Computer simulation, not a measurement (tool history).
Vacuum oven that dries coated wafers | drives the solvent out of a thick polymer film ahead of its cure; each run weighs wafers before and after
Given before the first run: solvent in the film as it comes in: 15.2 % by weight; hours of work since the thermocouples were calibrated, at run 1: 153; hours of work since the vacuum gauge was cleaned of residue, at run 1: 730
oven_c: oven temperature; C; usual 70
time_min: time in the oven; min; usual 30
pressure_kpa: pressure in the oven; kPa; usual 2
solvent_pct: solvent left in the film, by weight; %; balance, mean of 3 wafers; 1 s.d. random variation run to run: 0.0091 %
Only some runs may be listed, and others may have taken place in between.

run   hour  oven_c  time_min  pressure_kpa  hours of work since the thermocouples were calibrated  hours of work since the vacuum gauge was cleaned of residue  solvent_pct
  1      0      70        30             2                                                    153                                                          730        1.592
  2    9.2      70        30             2                                                    158                                                          736        1.599
  3   25.4      70        30             2                                                    167                                                          745        1.602
  4   39.6      70        30          1.35                                                    176                                                          753        1.265
  5   47.5      70        30          1.35                                                    180                                                          758        1.255
  6   60.1      70        30          1.35                                                    188                                                          765        1.264
  7   70.7      70        30          1.35                                                    194                                                          772         1.27
  8   86.6      70        30          1.35                                                    203                                                          781        1.289
  9  100.8      70        33          1.35                                                    212                                                          789        1.156
 10  110.8      66        30             2                                                    217                                                          795        2.304
 11  120.9      70        30           2.8                                                    223                                                          801        2.005
 12  135.2      70        30           2.8                                                    232                                                          809            2
 13    151      70        30           2.8                                                    241                                                          819        2.028
 14  160.4      70        30             2                                                    246                                                          824        1.608
 15  169.4      70        30             2                                                    252                                                          829        1.585
 16  185.8      66        30             2                                                    261                                                          839        2.329
 17  199.5      66        30             2                                                    269                                                          847        2.302
 18  215.8      66        30             2                                                    279                                                          857        2.324
 19  227.1      66        30             2                                                    285                                                          863          2.3
 20  234.4      70        30             2                                                    290                                                          867        1.621
 21  245.7      70        18             2                                                    296                                                          874         2.75
 22  261.7      70        17          1.71                                                    306                                                          883        2.791
 23  273.4      70        17          1.71                                                    313                                                          890        2.756
 24  290.2      70        19          1.71                                                    322                                                          900        2.442
 25    305      70        19          1.71                                                    331                                                          909        2.431
 26  318.5      70        30          3.62                                                    339                                                          917        2.431
 27  333.3      76        44           3.6                                                    348                                                          925        1.607
 28  349.4      56        21          1.61                                                    357                                                          935        6.344
 29  362.7      69        18          6.09                                                    365                                                          943        4.953
 30  378.6      69        18          6.09                                                    374                                                          952        4.943
 31  386.5      69        18          6.09                                                    379                                                          956        4.935
 32  394.7      80        28          1.61                                                    384                                                          961        0.684
 33  407.6      70        30          3.26                                                    391                                                          969        2.243
 34  415.3      70        40          1.73                                                    396                                                          973        1.192
 35  423.7      80        43           2.6                                                    401                                                          978        0.999
 36  439.2      59        43          4.81                                                    410                                                          987        5.275
 37  451.2      59        43          4.81                                                    417                                                          994        5.281
 38  463.9      58        53          1.96                                                    424                                                         1002        2.841
 39  480.1      70        48          6.29                                                    434                                                         1011         3.49
 40    493      70        30          1.34                                                    441                                                         1019        1.284

What if the next run were any one of these 5? Each begins from the tool's condition after run 40:
  A  503.6      81        47          1.42                                                    447                                                         1025            ?
  B  503.6      60        52          7.15                                                    447                                                         1025            ?
  C  503.6      63        40          2.68                                                    447                                                         1025            ?
  D  503.6      70        52          6.47                                                    447                                                         1025            ?
  E  503.6      65        30             2                                                    447                                                         1025            ?

run  solvent_pct
  A        0.571
  B        6.442
  C        2.774
  D        3.573
  E        2.526
Stripped of hidden state, with their random variation kept, the same runs would have yielded:
run  solvent_pct
  A        0.485
  B        6.507
  C         2.76
  D        3.552
  E        2.545
